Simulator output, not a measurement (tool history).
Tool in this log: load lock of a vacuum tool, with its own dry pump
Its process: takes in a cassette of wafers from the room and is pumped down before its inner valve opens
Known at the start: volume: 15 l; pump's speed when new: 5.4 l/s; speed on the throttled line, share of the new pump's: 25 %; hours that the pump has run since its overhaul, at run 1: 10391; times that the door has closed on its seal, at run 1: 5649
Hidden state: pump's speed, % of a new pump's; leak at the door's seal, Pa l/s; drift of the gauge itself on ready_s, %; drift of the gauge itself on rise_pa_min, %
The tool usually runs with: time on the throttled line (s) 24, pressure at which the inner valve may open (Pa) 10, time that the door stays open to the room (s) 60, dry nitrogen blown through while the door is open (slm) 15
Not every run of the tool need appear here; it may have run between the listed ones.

run	day	time on the throttled line (s)	pressure at which the inner valve may open (Pa)	time that the door stays open to the room (s)	dry nitrogen blown through while the door is open (slm)	hours that the pump has run since its overhaul	times that the door has closed on its seal	incoming humidity of the room's air, %	time from the closed door until the inner valve may open (s)	rise of the pressure with all valves shut (Pa/min)
1	0.000	24	10	60	15	10391	5649	43.0	49.1	0.067
2	3.433	47	10	60	15	10474	5824	46.9	65.1	0.081
3	5.917	47	10	60	15	10533	5951	43.6	65.4	0.076
4	9.583	47	10	60	15	10621	6139	44.1	66.1	0.071
5	13.233	24	10	60	15	10709	6325	45.2	48.7	0.077
6	15.975	24	10	60	15	10775	6466	45.4	50.3	0.074
7	18.579	24	10	60	15	10837	6599	45.0	50.0	0.080
8	20.646	24	10	60	7	10887	6705	43.2	49.0	0.089
9	24.750	24	10	60	7	10985	6915	45.4	49.8	0.092
10	28.204	24	10	60	7	11068	7091	48.3	49.4	0.091
11	31.304	24	10	60	7	11143	7250	43.6	49.5	0.088
12	33.592	24	10	60	7	11198	7367	47.2	49.2	0.088
13	37.608	24	11	60	15	11294	7572	45.5	50.2	0.085
14	40.771	24	11	60	15	11370	7734	47.5	50.4	0.087
15	43.079	24	11	60	15	11425	7852	46.5	49.6	0.084
16	45.600	24	11	60	15	11486	7981	43.5	50.4	0.083
17	49.600	24	11	60	15	11582	8185	40.3	50.2	0.085
18	51.425	24	11	60	15	11626	8279	44.5	50.3	0.091
19	55.508	23	10	60	15	11724	8488	42.8	49.5	0.085

Expected results for the next run?
20	57.333	23	10	60	15	11767	8581	45.7	?	?

time from the closed door until the inner valve may open (s): 49.8
rise of the pressure with all valves shut (Pa/min): 0.096
Minus the tool's unlogged condition, the same run would have read time from the closed door until the inner valve may open (s) 43.5, rise of the pressure with all valves shut (Pa/min) 0.052.
